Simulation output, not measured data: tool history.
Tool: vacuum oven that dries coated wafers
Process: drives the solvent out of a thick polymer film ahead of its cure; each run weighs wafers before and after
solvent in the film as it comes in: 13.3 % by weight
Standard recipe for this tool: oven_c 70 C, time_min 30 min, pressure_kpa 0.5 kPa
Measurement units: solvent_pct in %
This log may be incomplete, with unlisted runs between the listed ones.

run   hour  oven_c  time_min  pressure_kpa  solvent_pct
  1      0      70        30           0.5         1.99
  2   17.5      70        30           0.5         2.09
  3   31.1      70        43           0.5         1.16
  4   51.6      78        43           0.5         0.43
  5   77.1      61        30           0.5         4.55
  6   90.9      61        30           0.5         4.65
  7  107.3      61        30           0.5         4.53
  8  127.2      73        42         0.482         0.79
  9  141.7      77        20           0.5         1.64
       146  -- oven's thermocouples calibrated
 10  158.5      77        20           0.5         1.71
 11  178.4      77        31         0.881         1.04
     187.5  -- oven's thermocouples calibrated, once more
 12  204.9      77        31         0.881         0.97

The next listed run, before its measurement:
 13  229.1      65        20         1.136            ?

{"run 13": {"solvent_pct": 4.99}}
Take away the tool's hidden state, keep the run-to-run variation as it was, and the same run would have given solvent_pct 5.04 %.
